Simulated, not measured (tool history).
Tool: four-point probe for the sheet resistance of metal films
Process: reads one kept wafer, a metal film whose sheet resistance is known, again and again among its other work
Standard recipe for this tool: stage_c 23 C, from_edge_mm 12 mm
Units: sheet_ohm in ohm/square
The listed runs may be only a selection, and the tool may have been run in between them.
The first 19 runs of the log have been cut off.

run	hour	stage_c	from_edge_mm	touches since the probe head was changed	hours of work since the stage's thermometer was calibrated	sheet_ohm
20	1057.7	23	10	91999	1830	12.160188
21	1128.1	23	10	95372	1878	12.160643
22	1160.4	23	10	96922	1899	12.161238
23	1195.6	23	10	98609	1923	12.16031
24	1250.1	23	10	101223	1960	12.162025
25	1307.8	22	12	103990	1999	12.141374
26	1347.6	28	7	105900	2025	12.179452
27	1387.9	30	4	107832	2053	12.425609
28	1445.9	30	4	110613	2092	12.42629
29	1501.9	30	4	113296	2129	12.42214
# hour 1522.2: new probe head fitted
30	1564.6	22	53	2036	2171	12.110159
31	1620.6	29	49	4722	2209	12.057603
32	1679.5	33	10	7545	2248	12.078368
33	1738	33	10	10350	2288	12.079036
34	1770.4	33	10	11904	2310	12.077413
35	1826.5	33	10	14595	2347	12.073179
36	1894.8	28	10	17870	2393	12.109152
37	1954.7	29	12	20741	2434	12.080994
38	2014.8	26	6	23620	2474	12.232173

Branching from run 38: 4 alternative next runs. What would each branch give?
A	2055	34	12	25551	2501	?
B	2055	25	4	25551	2501	?
C	2055	26	11	25551	2501	?
D	2055	25	3	25551	2501	?

run	sheet_ohm
A	12.042263
B	12.457352
C	12.112996
D	12.743736
What these runs would have given with no unlogged condition in the tool:
run	sheet_ohm
A	12.025422
B	12.439225
C	12.095467
D	12.725172

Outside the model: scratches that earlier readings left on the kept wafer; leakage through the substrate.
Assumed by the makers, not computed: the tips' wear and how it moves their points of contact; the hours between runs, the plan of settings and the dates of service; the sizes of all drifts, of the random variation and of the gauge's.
